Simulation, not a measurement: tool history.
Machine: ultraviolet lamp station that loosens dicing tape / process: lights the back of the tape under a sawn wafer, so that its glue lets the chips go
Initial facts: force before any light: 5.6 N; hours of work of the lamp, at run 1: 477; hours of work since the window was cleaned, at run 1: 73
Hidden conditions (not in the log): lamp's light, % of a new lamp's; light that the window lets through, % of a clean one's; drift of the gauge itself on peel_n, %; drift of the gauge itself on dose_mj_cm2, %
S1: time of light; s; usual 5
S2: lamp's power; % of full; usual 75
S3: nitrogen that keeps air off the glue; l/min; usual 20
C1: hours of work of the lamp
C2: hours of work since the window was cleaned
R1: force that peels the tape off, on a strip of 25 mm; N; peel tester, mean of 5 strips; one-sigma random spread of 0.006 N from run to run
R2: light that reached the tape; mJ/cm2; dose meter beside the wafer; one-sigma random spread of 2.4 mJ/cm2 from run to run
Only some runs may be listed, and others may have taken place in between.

run	hour	S1	S2	S3	C1	C2	R1	R2
1	0	5	75	20	477	73	0.267	204
2	37	5	75	20	500	95	0.272	208
3	63.6	5	75	8	516	112	0.445	202
4	86.8	5	75	20	530	126	0.281	202
5	120.5	10	75	20	551	146	0.089	395
6	149	5	65	20	568	164	0.43	171
# hour 152.6: window cleaned of glue's vapour
7	185.5	5	65	20	590	20	0.5	158
8	215.5	5	65	20	608	38	0.512	160
9	248.6	5	65	20	629	59	0.521	150
10	278.8	5	65	20	647	77	0.545	149
11	313.6	10	85	8	668	98	0.101	389
12	336	4	74	11	682	112	0.87	131
13	372.2	5	84	12	704	134	0.44	187
# hour 381.9: window cleaned of glue's vapour, once more
14	392.2	5	84	12	716	6	0.288	225
15	423.7	7	84	9	735	26	0.167	308
16	448.4	7	84	9	750	41	0.17	301
17	483.4	7	71	6	772	62	0.33	248
18	505.9	5	81	20	785	76	0.28	205

What if the next run were any one of these 3? Each begins from the tool's condition after run 18:
A	525.8	2	61	20	797	88	?	?
B	525.8	4	78	26	797	88	?	?
C	525.8	8	78	25	797	88	?	?

run	R1	R2
A	2.151	60
B	0.466	159
C	0.098	312
With no hidden state in the tool, these same runs would have given:
run	R1	R2
A	1.553	81
B	0.236	213
C	0.075	419
